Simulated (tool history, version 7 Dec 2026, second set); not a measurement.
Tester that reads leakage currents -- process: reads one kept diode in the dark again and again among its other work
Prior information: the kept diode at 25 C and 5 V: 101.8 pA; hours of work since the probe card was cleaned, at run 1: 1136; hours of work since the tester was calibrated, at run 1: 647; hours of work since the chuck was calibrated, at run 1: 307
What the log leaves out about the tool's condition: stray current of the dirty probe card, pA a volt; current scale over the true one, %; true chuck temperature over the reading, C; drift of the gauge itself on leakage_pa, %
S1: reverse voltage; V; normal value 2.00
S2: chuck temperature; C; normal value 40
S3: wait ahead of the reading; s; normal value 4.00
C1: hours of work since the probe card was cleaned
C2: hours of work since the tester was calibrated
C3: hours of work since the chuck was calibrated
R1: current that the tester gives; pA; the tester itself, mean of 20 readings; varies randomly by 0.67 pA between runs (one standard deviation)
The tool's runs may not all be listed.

run	hour	S1	S2	S3	C1	C2	C3	R1
1	0.0	2.00	40	4.00	1136	647	307	228.38
2	81.1	2.00	40	4.00	1176	687	347	230.09
3	193.3	2.00	40	4.00	1231	742	402	230.68
4	246.0	2.00	51	4.00	1257	768	428	473.77
5	298.0	2.00	40	4.37	1282	793	454	230.80
6	401.9	2.00	40	4.37	1333	844	505	233.58
7	464.7	2.00	40	4.00	1364	875	536	232.88
8	577.1	6.50	40	4.00	1420	931	591	343.31
9	678.1	6.50	40	4.00	1469	980	641	341.55
10	731.8	6.50	38	4.00	1496	1007	667	302.41
11	830.0	2.00	40	2.28	1544	1055	716	238.12
12	928.0	2.00	40	2.28	1592	1103	764	238.83
13	1017.2	2.00	40	0.33	1636	1147	808	241.81
14	1067.5	2.00	40	0.33	1661	1172	832	242.17
15	1167.9	2.00	40	0.33	1710	1221	882	241.96
# hour 1226.5: chuck's temperature calibrated
16	1237.4	4.09	40	0.33	1743	1255	5	308.49
17	1351.5	3.75	51	0.57	1800	1311	62	613.24
18	1456.6	3.75	51	0.57	1851	1362	113	614.65
19	1520.9	2.00	20	4.00	1883	1394	145	60.77
20	1589.3	4.49	28	2.46	1917	1428	178	141.57
21	1706.5	9.23	58	2.46	1974	1485	236	1250.42
22	1798.3	1.88	35	3.29	2019	1530	281	176.19
23	1847.3	4.75	49	0.79	2044	1555	305	594.00
# hour 1869.3: chuck's temperature calibrated, once more
24	1947.8	4.75	44	4.22	2092	1603	39	380.38
25	1998.9	4.75	44	4.22	2117	1628	64	379.84
26	2111.7	4.75	44	4.22	2173	1684	119	382.18
27	2168.6	4.75	44	4.22	2201	1712	147	384.65
28	2243.4	16.29	20	1.11	2237	1748	184	117.27

Describe how what the log doesn't record of the tool's condition differs between the last listed run preceding each entry between runs and the first listed run following it.
Logged between run 15 and run 16: chuck's temperature calibrated (hour 1226.5)
  stray current of the dirty probe card, pA a volt: 0.752 -> 0.765; current scale over the true one, %: -0.62 -> -0.63; true chuck temperature over the reading, C: 1.29 -> 1.49
  what was measured, less what the result would be without the hidden state, R1: +20.08 -> +30.30 pA
Logged between run 23 and run 24: chuck's temperature calibrated, once more (hour 1869.3)
  stray current of the dirty probe card, pA a volt: 0.889 -> 0.91; current scale over the true one, %: -0.74 -> -0.75; true chuck temperature over the reading, C: 1.93 -> -0.04
  what was measured, less what the result would be without the hidden state, R1: +68.22 -> +0.46 pA
